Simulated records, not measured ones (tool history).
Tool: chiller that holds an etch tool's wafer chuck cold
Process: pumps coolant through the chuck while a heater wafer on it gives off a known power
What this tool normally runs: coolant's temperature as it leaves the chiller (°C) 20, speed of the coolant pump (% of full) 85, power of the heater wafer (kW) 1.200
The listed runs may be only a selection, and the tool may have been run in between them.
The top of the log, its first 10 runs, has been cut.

| run | hour | coolant's temperature as it leaves the chiller (°C) | speed of the coolant pump (% of full) | power of the heater wafer (kW) | hours since the coolant was changed and the channels were flushed | hours since the pump was overhauled | hours since the chiller's thermometer was calibrated | chuck's temperature once it has settled (°C) | how much warmer the coolant comes back (C) |
|---|---|---|---|---|---|---|---|---|---|
| 11 | 450.9 | 20 | 85 | 1.200 | 2558 | 771 | 4545 | 28.00 | 3.79 |
| 12 | 490.0 | 20 | 85 | 1.200 | 2597 | 810 | 4584 | 28.04 | 3.77 |
| 13 | 526.7 | 20 | 85 | 1.592 | 2634 | 847 | 4621 | 30.75 | 4.98 |
| 14 | 553.2 | 20 | 85 | 1.592 | 2661 | 873 | 4647 | 30.75 | 4.97 |
| 15 | 590.5 | 20 | 85 | 1.592 | 2698 | 911 | 4685 | 30.43 | 4.97 |
| 16 | 637.4 | 20 | 85 | 1.592 | 2745 | 958 | 4732 | 30.56 | 4.99 |
| 17 | 688.0 | 20 | 85 | 1.592 | 2795 | 1008 | 4782 | 30.68 | 4.96 |
| 18 | 736.0 | 20 | 73 | 1.556 | 2843 | 1056 | 4830 | 32.21 | 5.73 |
| 19 | 795.3 | 20 | 73 | 1.556 | 2903 | 1115 | 4889 | 31.93 | 5.75 |
| 20 | 839.3 | 20 | 73 | 1.556 | 2947 | 1160 | 4933 | 32.30 | 5.68 |
| 21 | 886.4 | 17 | 66 | 1.605 | 2994 | 1207 | 4981 | 30.83 | 6.64 |
| 22 | 922.2 | 20 | 71 | 1.200 | 3030 | 1242 | 5016 | 29.82 | 4.58 |
| 23 | 950.3 | 15 | 71 | 0.785 | 3058 | 1270 | 5044 | 21.01 | 2.95 |
| 24 | 998.4 | 20 | 85 | 0.683 | 3106 | 1319 | 5093 | 24.67 | 2.17 |
| 25 | 1053.5 | 22 | 98 | 0.648 | 3161 | 1374 | 5148 | 25.91 | 1.75 |
| 26 | 1079.1 | 20 | 60 | 1.332 | 3186 | 1399 | 5173 | 32.40 | 6.18 |
| 27 | 1119.7 | 16 | 91 | 1.102 | 3227 | 1440 | 5214 | 22.88 | 3.19 |
| 28 | 1156.8 | 17 | 91 | 0.819 | 3264 | 1477 | 5251 | 22.14 | 2.42 |
| 29 | 1212.2 | 17 | 91 | 0.819 | 3320 | 1532 | 5306 | 22.13 | 2.43 |
| 30 | 1259.1 | 17 | 91 | 0.819 | 3366 | 1579 | 5353 | 22.06 | 2.32 |
| 31 | 1317.8 | 13 | 65 | 1.637 | 3425 | 1638 | 5412 | 27.41 | 7.01 |
| 32 | 1367.8 | 20 | 88 | 1.354 | 3475 | 1688 | 5462 | 28.87 | 4.11 |

Consider 4 possible next runs. They are alternatives, not a sequence: every one starts from the tool as it was left by run 32. What does each give?
| A | 1411.0 | 28 | 75 | 1.354 | 3518 | 1731 | 5505 | ? | ? |
| B | 1411.0 | 20 | 85 | 0.693 | 3518 | 1731 | 5505 | ? | ? |
| C | 1411.0 | 20 | 63 | 1.354 | 3518 | 1731 | 5505 | ? | ? |
| D | 1411.0 | 17 | 85 | 1.200 | 3518 | 1731 | 5505 | ? | ? |

| run | chuck's temperature once it has settled (°C) | how much warmer the coolant comes back (C) |
|---|---|---|
| A | 38.34 | 4.90 |
| B | 24.60 | 2.22 |
| C | 32.22 | 5.97 |
| D | 25.15 | 3.83 |
Without the tool's unlogged condition, the same runs would have read:
| run | chuck's temperature once it has settled (°C) | how much warmer the coolant comes back (C) |
|---|---|---|
| A | 37.87 | 4.80 |
| B | 24.48 | 2.17 |
| C | 31.63 | 5.84 |
| D | 24.81 | 3.75 |

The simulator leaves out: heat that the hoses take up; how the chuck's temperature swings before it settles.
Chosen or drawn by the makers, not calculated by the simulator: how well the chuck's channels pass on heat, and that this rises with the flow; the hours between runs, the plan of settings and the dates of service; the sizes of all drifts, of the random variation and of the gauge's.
